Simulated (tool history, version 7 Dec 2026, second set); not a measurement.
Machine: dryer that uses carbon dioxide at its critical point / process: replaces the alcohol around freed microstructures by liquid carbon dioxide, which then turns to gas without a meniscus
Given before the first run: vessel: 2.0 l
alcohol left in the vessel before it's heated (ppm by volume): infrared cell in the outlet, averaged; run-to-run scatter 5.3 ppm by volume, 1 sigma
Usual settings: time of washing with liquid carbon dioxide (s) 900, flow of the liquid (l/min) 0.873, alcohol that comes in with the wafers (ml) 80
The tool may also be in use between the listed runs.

run,hour,time of washing with liquid carbon dioxide (s),flow of the liquid (l/min),alcohol that comes in with the wafers (ml),alcohol left in the vessel before it's heated (ppm by volume)
1,0.0,900,0.873,80,197
2,13.9,900,0.873,80,209
3,27.6,900,0.873,80,220
# hour 36.0: inlet filter changed
4,42.8,900,0.645,80,518
5,50.2,900,0.645,80,519
6,57.6,780,0.645,80,933
7,72.1,900,0.873,80,169
8,87.3,1020,0.873,80,106
9,100.1,1020,0.873,80,110
10,114.2,1020,0.873,80,121
11,122.9,1380,1.432,80,58
12,134.9,1380,1.432,80,70
13,143.4,1380,0.923,21,65
14,158.2,1380,0.923,21,69
15,167.6,900,0.626,69,612

Below are 3 alternative next runs, each starting from the tool's condition after run 15. Predict each:
A,181.8,900,0.873,80,?
B,181.8,840,0.873,72,?
C,181.8,900,0.626,31,?

run,alcohol left in the vessel before it's heated (ppm by volume)
A,197
B,252
C,313
Stripped of hidden state, with their random variation kept, the same runs would have yielded:
run,alcohol left in the vessel before it's heated (ppm by volume)
A,104
B,148
C,207
